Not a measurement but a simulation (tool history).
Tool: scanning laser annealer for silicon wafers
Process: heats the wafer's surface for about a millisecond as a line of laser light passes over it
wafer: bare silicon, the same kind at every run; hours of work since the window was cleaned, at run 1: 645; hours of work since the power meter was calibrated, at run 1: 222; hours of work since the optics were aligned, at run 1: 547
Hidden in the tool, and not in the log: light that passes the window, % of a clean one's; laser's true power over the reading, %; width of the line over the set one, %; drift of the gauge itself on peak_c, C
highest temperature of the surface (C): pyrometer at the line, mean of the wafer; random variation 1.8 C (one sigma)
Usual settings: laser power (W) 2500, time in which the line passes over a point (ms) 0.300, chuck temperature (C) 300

run	hour	laser power (W)	time in which the line passes over a point (ms)	chuck temperature (C)	hours of work since the window was cleaned	hours of work since the power meter was calibrated	hours of work since the optics were aligned	highest temperature of the surface (C)
1	0.0	2500	0.300	300	645	222	547	1077
2	6.8	2500	0.319	300	647	225	550	1097
3	21.3	2500	0.319	300	653	231	556	1098
4	30.2	2500	0.319	300	657	235	560	1099
5	39.9	2500	0.319	300	661	239	564	1100
6	51.2	2500	0.319	300	666	243	568	1100
7	60.8	2500	0.319	300	669	247	572	1100
8	71.3	2500	0.319	300	674	252	577	1098
9	77.4	2500	0.231	300	676	254	579	998
10	84.2	2361	0.231	300	679	257	582	950
11	90.2	2481	0.300	300	682	259	584	1071
12	101.2	2279	0.300	300	686	264	589	1004
13	113.1	2182	0.300	300	691	269	594	973
14	119.9	2182	0.300	300	694	272	596	966
15	130.6	2182	0.300	300	698	276	601	972
16	137.4	2182	0.300	300	701	279	604	968
17	147.3	2182	0.300	300	705	283	608	971
18	160.5	2182	0.300	300	710	288	613	970
19	173.1	2182	0.300	300	716	293	618	972
20	179.4	2500	0.300	300	718	296	621	1079
21	186.6	2655	0.300	300	721	299	624	1132
22	192.8	2655	0.300	300	724	302	626	1131
# hour 201.1: window over the wafer cleaned
23	207.4	2715	0.340	315	3	307	632	1217
24	221.2	2715	0.340	284	8	312	637	1187
25	229.6	2724	0.249	323	12	316	641	1112
26	236.2	2339	0.249	323	14	319	643	990
27	246.0	2500	0.257	326	18	323	647	1053
28	258.6	2500	0.211	326	24	328	653	991
29	268.9	2282	0.360	309	28	332	657	1073
30	279.8	2500	0.280	300	32	336	661	1055
31	291.0	2288	0.280	283	37	341	666	969
32	305.9	2288	0.280	283	43	347	672	968
33	317.2	2500	0.300	307	48	352	677	1084
34	323.8	2500	0.300	307	50	354	679	1086
35	334.9	2667	0.367	307	55	359	684	1216
36	342.6	2563	0.300	297	58	362	687	1097
37	352.0	2703	0.215	326	62	366	691	1058
38	365.6	2703	0.283	306	67	372	696	1134
39	375.7	2245	0.344	316	72	376	701	1051
40	384.9	2414	0.254	327	75	380	704	1027
41	399.5	2414	0.254	322	81	385	710	1019
42	410.0	2414	0.254	322	86	390	715	1018

Forecast each of these 3 alternatives for the next run:
A	421.5	2180	0.300	300	90	394	719	?
B	421.5	2414	0.222	322	90	394	719	?
C	421.5	2354	0.254	322	90	394	719	?

run	highest temperature of the surface (C)
A	970
B	981
C	1000
Without the tool's hidden state the same runs would have given:
run	highest temperature of the surface (C)
A	970
B	981
C	1000

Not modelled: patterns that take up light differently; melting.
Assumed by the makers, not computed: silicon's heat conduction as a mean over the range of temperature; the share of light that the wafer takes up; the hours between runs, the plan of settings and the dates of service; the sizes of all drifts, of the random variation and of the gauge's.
